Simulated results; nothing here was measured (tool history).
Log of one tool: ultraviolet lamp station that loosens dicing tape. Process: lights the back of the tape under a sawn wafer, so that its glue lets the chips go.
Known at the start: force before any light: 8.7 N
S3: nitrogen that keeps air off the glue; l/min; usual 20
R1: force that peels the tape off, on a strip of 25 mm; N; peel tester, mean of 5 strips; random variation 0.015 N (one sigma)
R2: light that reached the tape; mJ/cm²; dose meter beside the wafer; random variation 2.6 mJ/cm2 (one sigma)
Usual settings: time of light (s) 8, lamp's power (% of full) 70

Run 1, hour 0: usual settings. Result: R1 0.958 N, R2 294 mJ/cm².
Run 2, hour 21.9: usual settings but lamp's power (% of full) 91. Result: R1 0.547 N, R2 375 mJ/cm².
At hour 26.2: window cleaned of glue's vapour.
Run 3, hour 54.6: usual settings but lamp's power (% of full) 91. Result: R1 0.687 N, R2 340 mJ/cm².
Run 4, hour 75.5: usual settings but lamp's power (% of full) 91. Result: R1 0.723 N, R2 331 mJ/cm².
Run 5, hour 121.7: usual settings but lamp's power (% of full) 91. Result: R1 0.74 N, R2 320 mJ/cm².
Run 6, hour 141.6: usual settings but lamp's power (% of full) 91. Result: R1 0.828 N, R2 314 mJ/cm².
Run 7, hour 160.8: usual settings but time of light (s) 10. Result: R1 0.904 N, R2 299 mJ/cm².
Run 8, hour 199.5: usual settings but time of light (s) 10. Result: R1 0.994 N, R2 290 mJ/cm².
Run 9, hour 219.1: usual settings but time of light (s) 10. Result: R1 0.981 N, R2 288 mJ/cm².
Run 10, hour 259.8: usual settings but time of light (s) 10, lamp's power (% of full) 91. Result: R1 0.588 N, R2 361 mJ/cm².
Run 11, hour 289.8: usual settings but time of light (s) 10, lamp's power (% of full) 91. Result: R1 0.638 N, R2 350 mJ/cm².
At hour 312.2: window cleaned of glue's vapour, once more.
Run 12, hour 316.8: usual settings but time of light (s) 10, lamp's power (% of full) 91. Result: R1 0.265 N, R2 500 mJ/cm².
Run 13, hour 344.3: usual settings but time of light (s) 10, lamp's power (% of full) 91. Result: R1 0.283 N, R2 492 mJ/cm².
Run 14, hour 367.7: usual settings. Result: R1 0.891 N, R2 293 mJ/cm².
Run 15, hour 404.2: usual settings. Result: R1 0.924 N, R2 290 mJ/cm².
Run 16, hour 450.6: usual settings. Result: R1 1.054 N, R2 276 mJ/cm².
Run 17, hour 485.4: usual settings but lamp's power (% of full) 74. Result: R1 0.939 N, R2 286 mJ/cm².
Run 18, hour 516.6: usual settings but lamp's power (% of full) 75. Result: R1 0.957 N, R2 286 mJ/cm².
Run 19, hour 538.6: usual settings. Result: R1 1.194 N, R2 256 mJ/cm².
Run 20, hour 577.4: usual settings but lamp's power (% of full) 83. Result: R1 0.855 N, R2 304 mJ/cm².
Run 21, hour 621.6: usual settings but lamp's power (% of full) 83, S3 23 l/min. Result: R1 0.865 N, R2 292 mJ/cm².
At hour 629.4: window cleaned of glue's vapour.
Run 22, hour 659.7: usual settings but time of light (s) 11. Result: R1 0.507 N, R2 385 mJ/cm².
Run 23, hour 689.4: usual settings but time of light (s) 5, lamp's power (% of full) 90, S3 27 l/min. Result: R1 1.39 N, R2 218 mJ/cm².
Run 24, hour 734.6: usual settings but time of light (s) 13, lamp's power (% of full) 74, S3 27 l/min. Result: R1 0.286 N, R2 451 mJ/cm².
Run 25, hour 758.6: usual settings but time of light (s) 4, lamp's power (% of full) 62. Result: R1 3.51 N, R2 114 mJ/cm².
Run 26, hour 782.5: usual settings but time of light (s) 7, lamp's power (% of full) 81. Result: R1 1.151 N, R2 263 mJ/cm².
Run 27, hour 830.2: usual settings but time of light (s) 4, lamp's power (% of full) 71. Result: R1 3.249 N, R2 126 mJ/cm².
Run 28, hour 876.7: usual settings but time of light (s) 5, S3 8 l/min. Result: R1 3.633 N, R2 144 mJ/cm².
Run 29, hour 921.2: usual settings but time of light (s) 5, S3 8 l/min. Result: R1 3.719 N, R2 141 mJ/cm².
Run 30, hour 942.7: usual settings but time of light (s) 5, lamp's power (% of full) 83, S3 8 l/min. Result: R1 3.354 N, R2 168 mJ/cm².
At hour 947.9: window cleaned of glue's vapour.
Run 31, hour 973.1: usual settings but S3 11 l/min. Result: R1 1.722 N, R2 252 mJ/cm².
Run 32, hour 1001.7: usual settings but time of light (s) 5, lamp's power (% of full) 65, S3 19 l/min. Result: R1 2.766 N, R2 145 mJ/cm².
Run 33, hour 1033: usual settings but time of light (s) 5, lamp's power (% of full) 65, S3 19 l/min. Result: R1 2.942 N, R2 138 mJ/cm².
Run 34, hour 1058.9: usual settings but time of light (s) 5, lamp's power (% of full) 80, S3 11 l/min. Result: R1 2.932 N, R2 168 mJ/cm².
Run 35, hour 1106.4: usual settings but time of light (s) 5, lamp's power (% of full) 94, S3 11 l/min. Result: R1 2.429 N, R2 190 mJ/cm².
Run 36, hour 1150.1: usual settings but time of light (s) 5, lamp's power (% of full) 94, S3 11 l/min. Result: R1 2.492 N, R2 183 mJ/cm².
Run 37, hour 1197: usual settings but lamp's power (% of full) 76. Result: R1 1.46 N, R2 229 mJ/cm².

4 ways to go on from here, each from the tool as it stands after run 37. What would each give?
Run A, hour 1219.3: usual settings but time of light (s) 7, lamp's power (% of full) 76. Result: R1 ?, R2 ?.
Run B, hour 1219.3: usual settings but time of light (s) 15, lamp's power (% of full) 79. Result: R1 ?, R2 ?.
Run C, hour 1219.3: usual settings but time of light (s) 14, lamp's power (% of full) 85, S3 19 l/min. Result: R1 ?, R2 ?.
Run D, hour 1219.3: usual settings but lamp's power (% of full) 92. Result: R1 ?, R2 ?.

run     R1   R2
  A  1.827  199
  B  0.363  444
  C  0.364  445
  D  1.076  275
Without the tool's hidden state the same runs would have given:
run     R1   R2
  A  0.754  322
  B  0.141  717
  C  0.136  719
  D  0.361  444
